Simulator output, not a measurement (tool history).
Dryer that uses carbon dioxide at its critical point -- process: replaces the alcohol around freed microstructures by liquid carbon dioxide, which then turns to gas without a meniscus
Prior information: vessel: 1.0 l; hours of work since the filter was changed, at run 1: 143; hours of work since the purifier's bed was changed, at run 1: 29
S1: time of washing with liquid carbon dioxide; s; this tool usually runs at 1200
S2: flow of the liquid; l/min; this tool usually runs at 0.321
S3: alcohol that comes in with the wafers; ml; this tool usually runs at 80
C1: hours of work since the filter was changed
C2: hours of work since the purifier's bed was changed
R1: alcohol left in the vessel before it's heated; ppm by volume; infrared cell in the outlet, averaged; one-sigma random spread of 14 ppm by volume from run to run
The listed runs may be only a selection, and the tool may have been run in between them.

| run | hour | S1 | S2 | S3 | C1 | C2 | R1 |
|---|---|---|---|---|---|---|---|
| 1 | 0 | 1200 | 0.321 | 80 | 143 | 29 | 1168 |
| 2 | 10.2 | 1200 | 0.394 | 80 | 147 | 33 | 474 |
| 3 | 23.7 | 1200 | 0.321 | 28 | 152 | 38 | 432 |
| 4 | 31 | 1200 | 0.321 | 28 | 155 | 40 | 429 |
| 5 | 40.5 | 1200 | 0.321 | 80 | 158 | 44 | 1232 |
| 6 | 49.7 | 1200 | 0.321 | 80 | 162 | 48 | 1201 |
| 7 | 56.3 | 1200 | 0.321 | 80 | 164 | 50 | 1223 |
| 8 | 62.5 | 1200 | 0.321 | 80 | 167 | 52 | 1244 |
| 9 | 75.7 | 1200 | 0.321 | 80 | 172 | 57 | 1257 |
| 10 | 88.9 | 1200 | 0.321 | 80 | 177 | 62 | 1259 |
| 11 | 97.5 | 720 | 0.321 | 80 | 180 | 66 | 6686 |
| 12 | 110 | 720 | 0.321 | 80 | 185 | 70 | 6795 |
| 13 | 121.6 | 720 | 0.321 | 80 | 189 | 75 | 6595 |
| 14 | 129.2 | 720 | 0.321 | 80 | 192 | 78 | 6668 |
| 15 | 135.2 | 720 | 0.321 | 80 | 194 | 80 | 6713 |
| 16 | 148.5 | 1080 | 0.321 | 80 | 199 | 85 | 1990 |
| 17 | 155.4 | 1200 | 0.321 | 80 | 202 | 88 | 1337 |
| 18 | 161.9 | 1200 | 0.321 | 80 | 204 | 90 | 1291 |
| 19 | 169.6 | 1200 | 0.321 | 80 | 207 | 93 | 1340 |
| 20 | 176.1 | 1200 | 0.321 | 80 | 210 | 96 | 1310 |
| 21 | 187.3 | 1200 | 0.321 | 80 | 214 | 100 | 1353 |
| 22 | 199.5 | 1200 | 0.321 | 80 | 219 | 104 | 1395 |
| 23 | 211 | 1200 | 0.321 | 80 | 223 | 109 | 1413 |
| 24 | 218.3 | 960 | 0.413 | 80 | 226 | 112 | 1231 |
| 25 | 227.6 | 1500 | 0.443 | 25 | 229 | 115 | 66 |
| 26 | 235.7 | 1080 | 0.291 | 35 | 232 | 118 | 1298 |
| 27 | 248.3 | 1080 | 0.291 | 35 | 237 | 123 | 1283 |
| 28 | 255.6 | 1560 | 0.332 | 69 | 240 | 126 | 341 |
| 29 | 261.5 | 1560 | 0.332 | 69 | 242 | 128 | 340 |
| 30 | 267.2 | 1020 | 0.201 | 69 | 244 | 130 | 8215 |
| 31 | 277 | 1080 | 0.402 | 80 | 248 | 134 | 873 |
| 32 | 289.6 | 1080 | 0.402 | 80 | 253 | 139 | 900 |
| 33 | 301.9 | 1080 | 0.402 | 80 | 258 | 143 | 897 |
| 34 | 310.2 | 1080 | 0.402 | 80 | 261 | 146 | 906 |
| 35 | 317.6 | 1080 | 0.402 | 80 | 264 | 149 | 910 |
| 36 | 324.5 | 840 | 0.321 | 80 | 266 | 152 | 4870 |
| 37 | 331.4 | 840 | 0.418 | 40 | 269 | 154 | 1103 |
| 38 | 338.4 | 840 | 0.418 | 40 | 271 | 157 | 1089 |
| 39 | 348.4 | 840 | 0.418 | 40 | 275 | 161 | 1090 |
| 40 | 355.3 | 840 | 0.418 | 40 | 278 | 164 | 1098 |
| 41 | 364.2 | 840 | 0.264 | 40 | 281 | 167 | 4077 |
| 42 | 371.6 | 840 | 0.264 | 40 | 284 | 170 | 4035 |
| 43 | 378.1 | 840 | 0.264 | 40 | 287 | 172 | 4099 |
| 44 | 386.4 | 840 | 0.223 | 44 | 290 | 175 | 6408 |
| 45 | 394.5 | 840 | 0.223 | 44 | 293 | 178 | 6382 |
| 46 | 404 | 1080 | 0.453 | 38 | 296 | 182 | 302 |

What if the next run were any one of these 5? Each begins from the tool's condition after run 46:
| A | 414.4 | 840 | 0.508 | 105 | 300 | 186 | ? |
| B | 414.4 | 1260 | 0.453 | 38 | 300 | 186 | ? |
| C | 414.4 | 900 | 0.453 | 38 | 300 | 186 | ? |
| D | 414.4 | 1200 | 0.321 | 75 | 300 | 186 | ? |
| E | 414.4 | 1860 | 0.453 | 22 | 300 | 186 | ? |

| run | R1 |
|---|---|
| A | 1317 |
| B | 180 |
| C | 639 |
| D | 1513 |
| E | 68 |
Without the tool's unlogged condition, the same runs would have read:
| run | R1 |
|---|---|
| A | 679 |
| B | 54 |
| C | 328 |
| D | 843 |
| E | 5 |
